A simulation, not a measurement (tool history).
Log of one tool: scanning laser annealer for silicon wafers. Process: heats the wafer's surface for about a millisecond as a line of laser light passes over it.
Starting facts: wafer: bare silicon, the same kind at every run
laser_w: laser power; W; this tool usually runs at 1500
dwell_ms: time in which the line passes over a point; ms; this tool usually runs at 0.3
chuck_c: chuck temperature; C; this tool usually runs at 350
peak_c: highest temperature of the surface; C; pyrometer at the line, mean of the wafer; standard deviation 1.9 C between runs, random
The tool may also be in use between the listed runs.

| run | hour | laser_w | dwell_ms | chuck_c | peak_c |
|---|---|---|---|---|---|
| 1 | 0 | 1500 | 0.3 | 350 | 1132 |
| 2 | 60.2 | 1500 | 0.3 | 350 | 1129 |
| 3 | 154.8 | 1500 | 0.3 | 350 | 1123 |
| 4 | 206.3 | 1500 | 0.3 | 350 | 1114 |
| 5 | 305.5 | 1500 | 0.3 | 350 | 1111 |
| 6 | 369 | 1500 | 0.3 | 350 | 1101 |
| 7 | 414.6 | 1500 | 0.3 | 350 | 1102 |
| 8 | 496.6 | 1500 | 0.3 | 350 | 1095 |
| 9 | 596.3 | 1500 | 0.3 | 350 | 1084 |
| 10 | 645.2 | 1500 | 0.3 | 345 | 1078 |
|  | 689.1 | window over the wafer cleaned |
| 11 | 727.3 | 1400 | 0.3 | 350 | 1070 |
| 12 | 781.6 | 1500 | 0.3 | 325 | 1105 |
| 13 | 825.3 | 1500 | 0.216 | 311 | 978 |

Each row is a separate what-if for the run after 13, all from the same tool condition, not one after another. Results?
| A | 884.6 | 1468 | 0.355 | 387 | ? |
| B | 884.6 | 1298 | 0.3 | 350 | ? |
| C | 884.6 | 1500 | 0.259 | 351 | ? |
| D | 884.6 | 1552 | 0.252 | 321 | ? |

| run | peak_c |
|---|---|
| A | 1202 |
| B | 985 |
| C | 1070 |
| D | 1064 |
With the hidden condition removed and each run's random variation left untouched, the same runs would have given:
| run | peak_c |
|---|---|
| A | 1238 |
| B | 1013 |
| C | 1101 |
| D | 1097 |
